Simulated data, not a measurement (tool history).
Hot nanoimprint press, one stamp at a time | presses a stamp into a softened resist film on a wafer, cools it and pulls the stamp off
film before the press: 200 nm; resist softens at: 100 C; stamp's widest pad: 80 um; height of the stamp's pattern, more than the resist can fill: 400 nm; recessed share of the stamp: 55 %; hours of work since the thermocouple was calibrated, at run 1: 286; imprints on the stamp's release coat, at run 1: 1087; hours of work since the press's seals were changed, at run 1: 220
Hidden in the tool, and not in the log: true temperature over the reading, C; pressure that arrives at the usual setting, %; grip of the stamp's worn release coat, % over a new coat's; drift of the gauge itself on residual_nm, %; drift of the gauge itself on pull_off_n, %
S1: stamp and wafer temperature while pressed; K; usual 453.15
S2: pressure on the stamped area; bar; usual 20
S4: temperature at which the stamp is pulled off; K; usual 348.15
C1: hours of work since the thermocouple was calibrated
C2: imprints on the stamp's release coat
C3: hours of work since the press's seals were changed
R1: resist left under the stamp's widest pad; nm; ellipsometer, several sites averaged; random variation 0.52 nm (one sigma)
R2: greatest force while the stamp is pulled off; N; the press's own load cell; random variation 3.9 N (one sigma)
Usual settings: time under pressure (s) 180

Run 1, hour 0: usual settings; C1 286; C2 1087; C3 220. Result: R1 90.1 nm, R2 249 N.
Run 2, hour 12.7: usual settings; C1 295; C2 1130; C3 228. Result: R1 90.6 nm, R2 254 N.
Run 3, hour 22.8: usual settings; C1 302; C2 1166; C3 236. Result: R1 91.2 nm, R2 255 N.
Run 4, hour 33.3: usual settings but S4 347.15 K; C1 309; C2 1202; C3 243. Result: R1 90.2 nm, R2 246 N.
Run 5, hour 40.6: usual settings but S4 347.15 K; C1 314; C2 1227; C3 248. Result: R1 90.1 nm, R2 256 N.
Run 6, hour 49.8: usual settings but S4 347.15 K; C1 321; C2 1259; C3 254. Result: R1 90.1 nm, R2 257 N.
Run 7, hour 58.5: usual settings but S1 442.15 K; C1 327; C2 1289; C3 260. Result: R1 125 nm, R2 252 N.
Run 8, hour 70: usual settings; C1 335; C2 1328; C3 268. Result: R1 90.2 nm, R2 259 N.
Run 9, hour 79.6: usual settings; C1 342; C2 1362; C3 275. Result: R1 91.9 nm, R2 259 N.
Run 10, hour 88.1: usual settings but S4 349.15 K; C1 348; C2 1391; C3 281. Result: R1 91.4 nm, R2 258 N.
Run 11, hour 94.2: usual settings but S4 349.15 K; C1 352; C2 1412; C3 285. Result: R1 90.8 nm, R2 255 N.
Run 12, hour 103.7: usual settings; C1 359; C2 1445; C3 292. Result: R1 91.7 nm, R2 260 N.
Run 13, hour 110.2: usual settings; C1 363; C2 1467; C3 297. Result: R1 90.8 nm, R2 264 N.
Run 14, hour 115.6: usual settings; C1 367; C2 1486; C3 300. Result: R1 90.9 nm, R2 258 N.
Run 15, hour 124.5: usual settings but S4 337.15 K; C1 373; C2 1517; C3 307. Result: R1 92.5 nm, R2 295 N.
Run 16, hour 133.3: usual settings but S1 464.15 K, S2 23.5 bar; C1 379; C2 1547; C3 313. Result: R1 60.9 nm, R2 255 N.
Run 17, hour 145.9: usual settings but S1 445.15 K, S2 21.9 bar, time under pressure (s) 272; C1 388; C2 1591; C3 321. Result: R1 97.1 nm, R2 266 N.
At hour 149.7: plate thermocouple calibrated.
Run 18, hour 161.2: usual settings but S1 445.15 K, S2 21.9 bar, time under pressure (s) 272; C1 8; C2 1633; C3 330. Result: R1 100 nm, R2 269 N.
Run 19, hour 173.2: usual settings but S1 441.15 K, S2 16.3 bar; C1 16; C2 1675; C3 338. Result: R1 140.4 nm, R2 263 N.
Run 20, hour 182.4: usual settings but S1 465.15 K, S2 27.7 bar, time under pressure (s) 219, S4 351.15 K; C1 23; C2 1706; C3 345. Result: R1 51 nm, R2 261 N.
At hour 186.4: plate thermocouple calibrated, once more.
Run 21, hour 195.4: usual settings but S1 465.15 K, S2 27.7 bar, time under pressure (s) 219, S4 351.15 K; C1 6; C2 1741; C3 352. Result: R1 47.4 nm, R2 257 N.
Run 22, hour 206.2: usual settings but S1 465.15 K, S2 27.7 bar, time under pressure (s) 219, S4 351.15 K; C1 14; C2 1778; C3 359. Result: R1 48.6 nm, R2 244 N.
Run 23, hour 212: usual settings but S1 465.15 K, S2 27.7 bar, time under pressure (s) 219, S4 351.15 K; C1 18; C2 1798; C3 363. Result: R1 48.4 nm, R2 258 N.
Run 24, hour 217.4: usual settings but S1 443.15 K, S2 27.7 bar, time under pressure (s) 219, S4 351.15 K; C1 22; C2 1817; C3 367. Result: R1 94.5 nm, R2 259 N.
At hour 227.6: stamp cleaned and given a new release coat.
Run 25, hour 235.1: usual settings but S1 457.15 K, S2 22.5 bar, time under pressure (s) 299, S4 351.15 K; C1 30; C2 26; C3 375. Result: R1 60 nm, R2 215 N.
Run 26, hour 245.7: usual settings but S1 457.15 K, S2 22.5 bar, time under pressure (s) 299, S4 342.15 K; C1 37; C2 63; C3 383. Result: R1 59.3 nm, R2 232 N.
Run 27, hour 251.3: usual settings but S1 457.15 K, S2 22.5 bar, time under pressure (s) 299, S4 342.15 K; C1 41; C2 82; C3 387. Result: R1 59.9 nm, R2 236 N.
Run 28, hour 258.3: usual settings but S1 457.15 K, S2 14.9 bar, time under pressure (s) 299, S4 342.15 K; C1 46; C2 106; C3 392. Result: R1 73.4 nm, R2 242 N.
Run 29, hour 264.2: usual settings but S1 457.15 K, S2 15.6 bar, time under pressure (s) 299, S4 342.15 K; C1 50; C2 127; C3 396. Result: R1 72.3 nm, R2 240 N.
Run 30, hour 269.9: usual settings but S1 462.15 K, S2 23.4 bar, time under pressure (s) 124, S4 346.15 K; C1 54; C2 146; C3 400. Result: R1 73.1 nm, R2 223 N.

How the hidden state differs across the entries between the runs, from the last listed run before each to the first after it:
Between runs 17 and 18: plate thermocouple calibrated (hour 149.7)
  true temperature over the reading, C: -1.55 -> -2.32; pressure that arrives at the usual setting, %: 98.68 -> 98.64; grip of the stamp's worn release coat, % over a new coat's: 17.3 -> 17.8
  measured less the result without the state, R1: +5.3 -> +7.8 nm; R2: +43 -> +47 N
Between runs 20 and 21: plate thermocouple calibrated, once more (hour 186.4)
  true temperature over the reading, C: -2.38 -> 0.19; pressure that arrives at the usual setting, %: 98.57 -> 98.54; grip of the stamp's worn release coat, % over a new coat's: 18.6 -> 19
  measured less the result without the state, R1: +3.9 -> +0.3 nm; R2: +47 -> +41 N
Between runs 24 and 25: stamp cleaned and given a new release coat (hour 227.6)
  true temperature over the reading, C: 0.13 -> 0.1; pressure that arrives at the usual setting, %: 98.47 -> 98.44; grip of the stamp's worn release coat, % over a new coat's: 19.8 -> 0.3
  measured less the result without the state, R1: +0.6 -> +0.3 nm; R2: +42 -> +0 N

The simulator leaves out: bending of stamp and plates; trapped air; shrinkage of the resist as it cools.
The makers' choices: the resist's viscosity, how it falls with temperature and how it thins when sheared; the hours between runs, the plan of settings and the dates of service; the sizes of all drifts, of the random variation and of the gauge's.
